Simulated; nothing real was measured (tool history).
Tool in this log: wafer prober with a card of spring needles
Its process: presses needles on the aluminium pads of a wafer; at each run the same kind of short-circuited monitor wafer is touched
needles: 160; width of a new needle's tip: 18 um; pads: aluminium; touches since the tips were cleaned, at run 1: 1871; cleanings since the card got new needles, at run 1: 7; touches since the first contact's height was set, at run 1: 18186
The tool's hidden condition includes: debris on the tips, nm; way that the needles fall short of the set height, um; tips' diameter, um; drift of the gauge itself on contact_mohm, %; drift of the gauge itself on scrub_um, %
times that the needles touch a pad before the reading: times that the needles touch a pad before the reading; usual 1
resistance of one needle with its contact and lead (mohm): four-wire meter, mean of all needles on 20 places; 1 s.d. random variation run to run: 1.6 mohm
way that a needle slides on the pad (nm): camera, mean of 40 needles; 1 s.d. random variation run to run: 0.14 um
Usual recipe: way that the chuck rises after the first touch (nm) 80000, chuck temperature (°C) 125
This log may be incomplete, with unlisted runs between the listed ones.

run   hour  way that the chuck rises after the first touch (nm)  chuck temperature (°C)  times that the needles touch a pad before the reading  touches since the tips were cleaned  cleanings since the card got new needles  touches since the first contact's height was set  resistance of one needle with its contact and lead (mohm)  way that a needle slides on the pad (nm)
  1    0.0                                                80000                     125                                                      1                                 1871                                         7                                             18186                                                        182                                     16380
       1.4  -- tips cleaned on abrasive film
       8.0  -- tips cleaned on abrasive film
      14.7  -- tips cleaned on abrasive film
      21.3  -- tips cleaned on abrasive film
      27.3  -- tips cleaned on abrasive film
  2   27.3                                                80000                     125                                                      1                                    0                                        12                                             28634                                                        166                                     16230
      33.9  -- tips cleaned on abrasive film
      40.6  -- tips cleaned on abrasive film
      47.2  -- tips cleaned on abrasive film
  3   49.1                                                80000                     125                                                      1                                  722                                        15                                             37003                                                        169                                     16040
      53.1  -- tips cleaned on abrasive film
      59.7  -- tips cleaned on abrasive film
      66.3  -- tips cleaned on abrasive film
  4   67.5                                                80000                     125                                                      1                                  435                                        18                                             44066                                                        169                                     16490
      72.8  -- tips cleaned on abrasive film
      79.4  -- tips cleaned on abrasive film
      86.1  -- tips cleaned on abrasive film
      92.7  -- tips cleaned on abrasive film
      99.3  -- tips cleaned on abrasive film
     106.0  -- tips cleaned on abrasive film
  5  108.3                                                80000                     125                                                      1                                  902                                        24                                             59752                                                        174                                     15770
     109.9  -- height of the first contact set anew
     112.6  -- tips cleaned on abrasive film
     117.9  -- tips cleaned on abrasive film
     124.6  -- tips cleaned on abrasive film
  6  128.4                                                80000                     125                                                      1                                 1493                                        27                                              7100                                                        181                                     15700
     131.1  -- tips cleaned on abrasive film
     137.8  -- tips cleaned on abrasive film
     144.4  -- tips cleaned on abrasive film
     151.0  -- tips cleaned on abrasive film
     157.7  -- tips cleaned on abrasive film
  7  160.1                                                80000                     125                                                      1                                  950                                        32                                             19266                                                        179                                     15560
     164.1  -- tips cleaned on abrasive film
     170.8  -- tips cleaned on abrasive film
     177.4  -- tips cleaned on abrasive film
     184.0  -- tips cleaned on abrasive film
     190.7  -- tips cleaned on abrasive film
     196.0  -- tips cleaned on abrasive film
  8  196.0                                                80000                     125                                                      1                                    0                                        38                                             33036                                                        167                                     15480
     201.4  -- tips cleaned on abrasive film
     208.0  -- tips cleaned on abrasive film
     213.4  -- tips cleaned on abrasive film
  9  217.1                                                80000                     125                                                      1                                 1451                                        41                                             41142                                                        181                                     15450
     219.8  -- tips cleaned on abrasive film
     225.1  -- tips cleaned on abrasive film
     231.8  -- tips cleaned on abrasive film
     237.1  -- tips cleaned on abrasive film
     243.7  -- tips cleaned on abrasive film
     250.4  -- tips cleaned on abrasive film
 10  255.2                                                71000                      45                                                      1                                 1894                                        47                                             55781                                                        185                                     13400
     256.6  -- tips cleaned on abrasive film
     263.3  -- tips cleaned on abrasive film
     269.9  -- tips cleaned on abrasive film
     276.5  -- tips cleaned on abrasive film
     278.2  -- height of the first contact set anew, once more
     282.2  -- tips cleaned on abrasive film
 11  282.9                                                80000                      35                                                      2                                  267                                        52                                              1796                                                        151                                     16500

Run 12 is up next; what results do you expect?
     288.2  -- tips cleaned on abrasive film
     294.8  -- tips cleaned on abrasive film
     301.5  -- tips cleaned on abrasive film
 12  305.7                                                87000                     125                                                      2                                 1649                                        55                                             10583                                                          ?                                         ?

Run 12 yielded resistance of one needle with its contact and lead (mohm) 172, way that a needle slides on the pad (nm) 18020.
On a tool with no hidden condition, and with the same random variation, this run would have come out at resistance of one needle with its contact and lead (mohm) 162, way that a needle slides on the pad (nm) 18110.
